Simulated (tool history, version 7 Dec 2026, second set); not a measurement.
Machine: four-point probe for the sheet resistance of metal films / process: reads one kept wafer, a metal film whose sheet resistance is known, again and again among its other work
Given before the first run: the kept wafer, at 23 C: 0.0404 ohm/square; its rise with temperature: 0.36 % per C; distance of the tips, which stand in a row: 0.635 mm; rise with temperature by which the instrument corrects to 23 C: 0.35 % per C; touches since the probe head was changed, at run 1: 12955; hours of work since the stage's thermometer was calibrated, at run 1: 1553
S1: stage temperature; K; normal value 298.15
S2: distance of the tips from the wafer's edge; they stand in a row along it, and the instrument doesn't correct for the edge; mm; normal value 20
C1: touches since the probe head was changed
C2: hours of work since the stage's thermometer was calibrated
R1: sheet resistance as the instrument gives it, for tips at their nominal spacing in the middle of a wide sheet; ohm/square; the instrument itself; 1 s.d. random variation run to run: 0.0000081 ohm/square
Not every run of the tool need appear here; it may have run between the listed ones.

{"run": 1, "day": 0.0, "S1": 298.15, "S2": 20, "C1": 12955, "C2": 1553, "R1": 0.040486}
{"run": 2, "day": 1.108, "S1": 298.15, "S2": 20, "C1": 13372, "C2": 1573, "R1": 0.040487}
{"run": 3, "day": 2.038, "S1": 305.15, "S2": 20, "C1": 13722, "C2": 1589, "R1": 0.04051}
{"run": 4, "day": 2.783, "S1": 305.15, "S2": 23, "C1": 14003, "C2": 1603, "R1": 0.040494}
{"run": 5, "day": 4.021, "S1": 299.15, "S2": 20, "C1": 14469, "C2": 1625, "R1": 0.040491}
{"run": 6, "day": 5.017, "S1": 298.15, "S2": 20, "C1": 14844, "C2": 1643, "R1": 0.040479}
{"run": 7, "day": 5.854, "S1": 298.15, "S2": 20, "C1": 15160, "C2": 1658, "R1": 0.040485}
{"run": 8, "day": 7.042, "S1": 295.15, "S2": 20, "C1": 15607, "C2": 1679, "R1": 0.040463}
{"run": 9, "day": 7.9, "S1": 295.15, "S2": 20, "C1": 15931, "C2": 1694, "R1": 0.040467}
{"run": 10, "day": 8.992, "S1": 298.15, "S2": 20, "C1": 16342, "C2": 1714, "R1": 0.040477}
{"run": 11, "day": 9.854, "S1": 298.15, "S2": 20, "C1": 16667, "C2": 1729, "R1": 0.040463}
{"run": 12, "day": 11.092, "S1": 298.15, "S2": 20, "C1": 17133, "C2": 1751, "R1": 0.040465}
{"run": 13, "day": 12.317, "S1": 298.15, "S2": 20, "C1": 17595, "C2": 1773, "R1": 0.040481}
{"run": 14, "day": 13.325, "S1": 298.15, "S2": 20, "C1": 17975, "C2": 1791, "R1": 0.040478}
{"run": 15, "day": 14.171, "S1": 307.15, "S2": 20, "C1": 18293, "C2": 1806, "R1": 0.040496}
{"run": 16, "day": 15.412, "S1": 298.15, "S2": 20, "C1": 18761, "C2": 1829, "R1": 0.040463}
{"day": 15.538, "done": "stage's thermometer calibrated"}
{"run": 17, "day": 16.021, "S1": 298.15, "S2": 20, "C1": 18982, "C2": 9, "R1": 0.040493}
{"run": 18, "day": 16.583, "S1": 298.15, "S2": 10, "C1": 19193, "C2": 19, "R1": 0.040562}
{"day": 17.55, "done": "stage's thermometer calibrated, once more"}
{"run": 19, "day": 17.658, "S1": 298.15, "S2": 20, "C1": 19591, "C2": 2, "R1": 0.0404}
{"run": 20, "day": 18.475, "S1": 298.15, "S2": 20, "C1": 19899, "C2": 17, "R1": 0.040394}
{"run": 21, "day": 19.179, "S1": 298.15, "S2": 20, "C1": 20165, "C2": 29, "R1": 0.0404}
{"run": 22, "day": 19.904, "S1": 292.15, "S2": 20, "C1": 20437, "C2": 42, "R1": 0.040375}
{"run": 23, "day": 20.575, "S1": 298.15, "S2": 11, "C1": 20689, "C2": 54, "R1": 0.040453}
{"run": 24, "day": 21.392, "S1": 298.15, "S2": 33, "C1": 20998, "C2": 69, "R1": 0.040394}
{"run": 25, "day": 22.212, "S1": 298.15, "S2": 33, "C1": 21307, "C2": 83, "R1": 0.040387}
{"run": 26, "day": 23.179, "S1": 300.15, "S2": 20, "C1": 21672, "C2": 101, "R1": 0.040405}
{"run": 27, "day": 24.212, "S1": 301.15, "S2": 11, "C1": 22061, "C2": 119, "R1": 0.040447}
{"run": 28, "day": 25.079, "S1": 306.15, "S2": 74, "C1": 22386, "C2": 135, "R1": 0.04042}
{"run": 29, "day": 25.767, "S1": 306.15, "S2": 74, "C1": 22645, "C2": 147, "R1": 0.040396}
{"run": 30, "day": 26.325, "S1": 306.15, "S2": 74, "C1": 22856, "C2": 157, "R1": 0.040401}
{"run": 31, "day": 26.975, "S1": 306.15, "S2": 74, "C1": 23101, "C2": 169, "R1": 0.040412}
{"run": 32, "day": 28.183, "S1": 293.15, "S2": 9, "C1": 23556, "C2": 190, "R1": 0.040448}
{"run": 33, "day": 28.892, "S1": 293.15, "S2": 9, "C1": 23822, "C2": 203, "R1": 0.040449}
{"run": 34, "day": 29.712, "S1": 293.15, "S2": 9, "C1": 24132, "C2": 217, "R1": 0.040439}
{"run": 35, "day": 30.804, "S1": 293.15, "S2": 9, "C1": 24543, "C2": 237, "R1": 0.040452}
{"run": 36, "day": 31.471, "S1": 293.15, "S2": 9, "C1": 24795, "C2": 249, "R1": 0.040459}
{"run": 37, "day": 32.05, "S1": 299.15, "S2": 7, "C1": 25012, "C2": 259, "R1": 0.04056}
{"run": 38, "day": 32.721, "S1": 299.15, "S2": 7, "C1": 25265, "C2": 271, "R1": 0.040546}
{"run": 39, "day": 33.912, "S1": 299.15, "S2": 7, "C1": 25714, "C2": 293, "R1": 0.040545}
{"run": 40, "day": 34.438, "S1": 296.15, "S2": 17, "C1": 25912, "C2": 302, "R1": 0.040378}
{"run": 41, "day": 35.504, "S1": 296.15, "S2": 17, "C1": 26314, "C2": 321, "R1": 0.040378}
{"run": 42, "day": 36.762, "S1": 301.15, "S2": 4, "C1": 26788, "C2": 344, "R1": 0.040902}
{"run": 43, "day": 37.633, "S1": 301.15, "S2": 4, "C1": 27116, "C2": 359, "R1": 0.040902}
{"run": 44, "day": 38.492, "S1": 304.15, "S2": 20, "C1": 27439, "C2": 374, "R1": 0.040411}

Table of differences, measured result less the result of that run with no hidden state. Run-to-run variation is the same in both. Gauge scatter possibly is not:
Hidden conditions of the tool in this case: inner tips' distance over the nominal, %; tips' flats over new ones', %; wafer's true temperature over the reading, C; drift of the gauge itself on sheet_ohm, %.
run=1 R1=+0.000055
run=2 R1=+0.000053
run=3 R1=+0.000051
run=4 R1=+0.000050
run=5 R1=+0.000050
run=6 R1=+0.000049
run=7 R1=+0.000048
run=8 R1=+0.000047
run=9 R1=+0.000046
run=10 R1=+0.000045
run=11 R1=+0.000043
run=12 R1=+0.000042
run=13 R1=+0.000041
run=14 R1=+0.000040
run=15 R1=+0.000036
run=16 R1=+0.000037
run=17 R1=+0.000062
run=18 R1=+0.000062
run=19 R1=-0.000029
run=20 R1=-0.000030
run=21 R1=-0.000030
run=22 R1=-0.000031
run=23 R1=-0.000032
run=24 R1=-0.000033
run=25 R1=-0.000034
run=26 R1=-0.000036
run=27 R1=-0.000036
run=28 R1=-0.000037
run=29 R1=-0.000038
run=30 R1=-0.000039
run=31 R1=-0.000040
run=32 R1=-0.000042
run=33 R1=-0.000043
run=34 R1=-0.000043
run=35 R1=-0.000044
run=36 R1=-0.000045
run=37 R1=-0.000046
run=38 R1=-0.000047
run=39 R1=-0.000048
run=40 R1=-0.000049
run=41 R1=-0.000050
run=42 R1=-0.000052
run=43 R1=-0.000053
run=44 R1=-0.000054

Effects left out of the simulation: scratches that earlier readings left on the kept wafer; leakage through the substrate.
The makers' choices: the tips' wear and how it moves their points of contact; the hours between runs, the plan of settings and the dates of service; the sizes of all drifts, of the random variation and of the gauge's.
